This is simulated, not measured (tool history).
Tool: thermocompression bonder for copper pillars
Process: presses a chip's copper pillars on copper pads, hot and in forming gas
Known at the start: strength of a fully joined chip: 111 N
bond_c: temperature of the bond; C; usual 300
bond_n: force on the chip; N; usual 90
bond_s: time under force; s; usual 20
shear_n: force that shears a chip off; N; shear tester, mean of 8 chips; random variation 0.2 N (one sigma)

Run 1, hour 0.0: usual settings. Result: shear_n 48.8 N.
Run 2, hour 29.8: usual settings. Result: shear_n 48.5 N.
Run 3, hour 59.8: usual settings. Result: shear_n 48.0 N.
Run 4, hour 85.8: usual settings. Result: shear_n 47.3 N.
Run 5, hour 127.4: usual settings. Result: shear_n 47.5 N.
Run 6, hour 179.7: usual settings. Result: shear_n 46.7 N.
At hour 221.6: forming gas filter changed.
Run 7, hour 223.2: usual settings but bond_c 322 C. Result: shear_n 63.0 N.
Run 8, hour 261.6: usual settings but bond_c 322 C. Result: shear_n 62.5 N.
Run 9, hour 300.6: usual settings but bond_s 16 s. Result: shear_n 45.5 N.
Run 10, hour 351.1: usual settings but bond_s 16 s. Result: shear_n 44.7 N.
At hour 355.6: force cell calibrated.
At hour 393.2: heater calibrated with a thermocouple chip.
Run 11, hour 398.9: usual settings but bond_c 315 C. Result: shear_n 54.4 N.
Run 12, hour 455.4: usual settings but bond_c 273 C, bond_n 126 N. Result: shear_n 38.5 N.
At hour 467.1: force cell calibrated, once more.
At hour 495.5: forming gas filter changed.
Run 13, hour 495.6: usual settings but bond_c 286 C, bond_n 107 N. Result: shear_n 43.5 N.

Run 14 comes next. What will it give?
Run 14, hour 532.9: usual settings but bond_c 286 C, bond_n 107 N. Result: shear_n ?.

shear_n: 43.2 N
Without the tool's hidden state the same run would have given shear_n 43.0 N.

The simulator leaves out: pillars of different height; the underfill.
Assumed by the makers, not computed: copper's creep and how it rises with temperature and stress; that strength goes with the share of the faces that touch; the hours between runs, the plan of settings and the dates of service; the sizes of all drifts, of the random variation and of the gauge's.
